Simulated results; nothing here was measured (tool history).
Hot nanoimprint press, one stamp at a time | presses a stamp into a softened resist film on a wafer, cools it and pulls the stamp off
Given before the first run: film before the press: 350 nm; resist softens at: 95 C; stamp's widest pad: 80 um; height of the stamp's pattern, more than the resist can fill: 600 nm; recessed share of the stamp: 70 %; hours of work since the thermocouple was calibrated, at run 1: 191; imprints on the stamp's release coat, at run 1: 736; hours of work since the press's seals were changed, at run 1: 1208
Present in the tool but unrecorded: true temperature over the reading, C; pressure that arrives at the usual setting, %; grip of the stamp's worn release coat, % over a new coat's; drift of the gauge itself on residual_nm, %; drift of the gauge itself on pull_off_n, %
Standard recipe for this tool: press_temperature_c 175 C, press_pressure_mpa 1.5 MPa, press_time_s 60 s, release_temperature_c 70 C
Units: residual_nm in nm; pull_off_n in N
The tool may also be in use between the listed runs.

run	hour	press_temperature_c	press_pressure_mpa	press_time_s	release_temperature_c	hours of work since the thermocouple was calibrated	imprints on the stamp's release coat	hours of work since the press's seals were changed	residual_nm	pull_off_n
1	0	175	1.5	60	70	191	736	1208	134.9	137
2	55	175	1.5	101	70	215	811	1231	112.6	139
# hour 73.1: press's hydraulic seals changed and the load cell set to zero
3	123.1	175	1.5	60	70	240	893	21	129.8	147
4	182.6	175	1.5	60	70	266	973	47	130.1	145
5	215.6	175	1.5	60	70	280	1018	61	129.9	146
6	261	175	1.5	60	70	299	1080	80	130.6	154
7	324.5	175	1.5	60	70	326	1166	107	130.2	150
8	371.5	175	1.5	60	70	346	1230	127	130.2	157
9	404.9	175	1.5	60	70	360	1275	141	130.3	157
# hour 412.3: plate thermocouple calibrated
10	454.9	167	1.5	60	70	18	1339	161	160.6	161
11	503	175	1.5	60	70	39	1404	182	129.6	165
12	564	175	1.5	60	70	65	1487	208	129.6	160
13	598.2	175	1.5	60	70	79	1533	222	129.8	165
14	659	172	1.5	60	70	105	1616	248	140.2	169
# hour 691.5: plate thermocouple calibrated, once more
15	693.6	172	1.5	60	70	1	1659	262	142.1	165
16	763.7	172	2.28	60	60	31	1754	292	112.2	190
17	816.1	172	1.1	38	67	53	1825	314	193.8	183
18	858.4	175	1.5	117	70	71	1882	332	104.1	180
19	927.7	175	2.16	87	70	101	1976	361	93.2	176
20	986	175	2.16	87	70	125	2055	386	93.3	172
21	1051.6	164	1.11	60	61	153	2144	414	206.9	195
22	1092.1	164	1.11	60	61	171	2199	431	206.1	200
23	1140.3	173	0.91	33	61	191	2265	452	215.7	204
# hour 1195.3: stamp cleaned and given a new release coat
24	1215.3	175	1.5	58	67	221	28	481	131.9	126
25	1256.8	183	1.5	60	70	238	84	499	107.4	117
26	1305.9	166	1.17	36	70	259	150	520	219.4	125
27	1364.8	166	1.17	36	70	284	230	545	219.9	122
28	1399.3	176	1.82	79	69	299	277	560	103.9	130
29	1450.5	175	1.5	57	70	321	347	582	133.9	126

3 options for the next run, each taken on its own from the tool as it stands now. Forecast them:
A	1512.8	175	1.5	60	69	347	431	608	?	?
B	1512.8	183	1.5	86	70	347	431	608	?	?
C	1512.8	173	1.6	57	72	347	431	608	?	?

run	residual_nm	pull_off_n
A	131.1	131
B	94.3	129
C	135.1	127
Without the tool's hidden state the same runs would have given:
run	residual_nm	pull_off_n
A	130.6	120
B	93.7	118
C	134.4	116
